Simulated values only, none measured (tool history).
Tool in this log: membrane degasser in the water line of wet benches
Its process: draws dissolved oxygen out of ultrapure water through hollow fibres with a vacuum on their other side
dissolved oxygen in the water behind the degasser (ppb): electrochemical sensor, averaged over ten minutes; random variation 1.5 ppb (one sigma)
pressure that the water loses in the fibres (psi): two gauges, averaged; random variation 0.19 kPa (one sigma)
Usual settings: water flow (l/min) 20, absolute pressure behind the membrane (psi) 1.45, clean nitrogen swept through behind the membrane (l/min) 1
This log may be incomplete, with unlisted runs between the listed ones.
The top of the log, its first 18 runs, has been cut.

run,hour,water flow (l/min),absolute pressure behind the membrane (psi),clean nitrogen swept through behind the membrane (l/min),dissolved oxygen in the water behind the degasser (ppb),pressure that the water loses in the fibres (psi)
19,2025.6,13,1.41,2.06,101.2,3.913
20,2106.4,13,1.41,0.54,331.4,3.888
21,2239.4,19,1.45,0.55,468.1,5.61
22,2366.6,24,1.45,0.55,566.4,7.161
23,2426.5,19,0.9,1.98,82.3,5.659
24,2529.7,12,1.45,0.5,339.8,3.617
25,2589.3,12,1.22,0.5,263,3.62
26,2670.1,15,1.15,1.26,134.2,4.469
27,2752,14,1.15,1.22,127.8,4.196
28,2857.9,13,1.15,1.22,118.4,3.873
29,2930.2,26,1.45,2.54,192.5,7.744
30,3000.1,26,1.45,0.46,682.2,7.791
31,3089.6,26,1.45,0.46,685.8,7.765
32,3154.5,20,2.41,0.5,955,5.954

Branching from run 32: 3 alternative next runs. What would each branch give?
# hour 3286.6: gauge calibrated
A,3286.6,18,2.36,2.32,?,?
# hour 3286.6: gauge calibrated
B,3286.6,15,2.28,1.75,?,?
# hour 3286.6: gauge calibrated
C,3286.6,20,1.45,1.45,?,?

run,dissolved oxygen in the water behind the degasser (ppb),pressure that the water loses in the fibres (psi)
A,250.6,5.387
B,255.8,4.427
C,228.7,6
What these runs would have given with no unlogged condition in the tool:
run,dissolved oxygen in the water behind the degasser (ppb),pressure that the water loses in the fibres (psi)
A,250.5,5.382
B,255.7,4.424
C,228.5,5.996

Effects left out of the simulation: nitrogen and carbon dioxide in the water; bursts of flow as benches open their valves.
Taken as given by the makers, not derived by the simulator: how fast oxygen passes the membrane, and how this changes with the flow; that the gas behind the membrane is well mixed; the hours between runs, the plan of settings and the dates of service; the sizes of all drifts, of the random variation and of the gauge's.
